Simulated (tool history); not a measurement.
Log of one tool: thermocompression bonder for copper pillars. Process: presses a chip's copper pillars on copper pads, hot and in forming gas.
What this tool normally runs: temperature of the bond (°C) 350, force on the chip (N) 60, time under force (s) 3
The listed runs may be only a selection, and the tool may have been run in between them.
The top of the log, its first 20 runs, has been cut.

run   hour  temperature of the bond (°C)  force on the chip (N)  time under force (s)  hours of work since the heater was calibrated  hours of work since the force cell was calibrated  hours of work since the gas filter was changed  force that shears a chip off (N)
 21  217.5                           380                     81                     4                                            304                                                880                                              44                             119.4
 22  229.8                           323                     53                     4                                            313                                                890                                              53                              66.2
 23  240.6                           369                     53                     4                                            321                                                898                                              61                              95.8
 24  247.0                           369                     53                     4                                            326                                                903                                              66                              95.2
 25  255.0                           369                     53                     4                                            332                                                909                                              72                              93.8
 26  263.4                           350                     60                     5                                            338                                                915                                              78                              93.9
 27  271.5                           350                     60                     5                                            344                                                921                                              84                              93.6
 28  281.4                           350                     60                     5                                            352                                                929                                              92                              93.9
 29  290.9                           350                     60                     5                                            359                                                936                                              99                              95.5
 30  305.0                           350                     60                     5                                            370                                                946                                             110                              94.2
 31  316.9                           350                     60                     5                                            379                                                955                                             118                              94.5
     318.3  -- forming gas filter changed
 32  325.5                           380                     41                     2                                            385                                                962                                               5                              71.6
 33  335.7                           335                     66                     2                                            392                                                969                                              13                              69.2
     342.0  -- force cell calibrated
 34  350.3                           335                     66                     2                                            402                                                  6                                              23                              72.0
 35  358.3                           335                     66                     2                                            408                                                 12                                              29                              71.6
 36  365.4                           335                     40                     3                                            414                                                 18                                              34                              53.0
 37  379.5                           365                     57                     4                                            424                                                 28                                              45                              98.5
 38  389.2                           365                     57                     4                                            432                                                 36                                              52                              98.5
 39  403.3                           354                     37                     4                                            442                                                 46                                              63                              67.6
 40  418.4                           362                     69                     4                                            454                                                 58                                              74                             104.9

3 ways to go on from here, each from the tool as it stands after run 40. What would each give?
  A  424.6                           372                     60                     3                                            458                                                 62                                              79                                 ?
  B  424.6                           352                     52                     3                                            458                                                 62                                              79                                 ?
  C  424.6                           347                     60                     3                                            458                                                 62                                              79                                 ?

run  force that shears a chip off (N)
  A                              98.1
  B                              78.8
  C                              80.5
The same runs, with their run-to-run variation unchanged, on a tool lacking any hidden condition would have given:
run  force that shears a chip off (N)
  A                             101.3
  B                              81.6
  C                              83.5
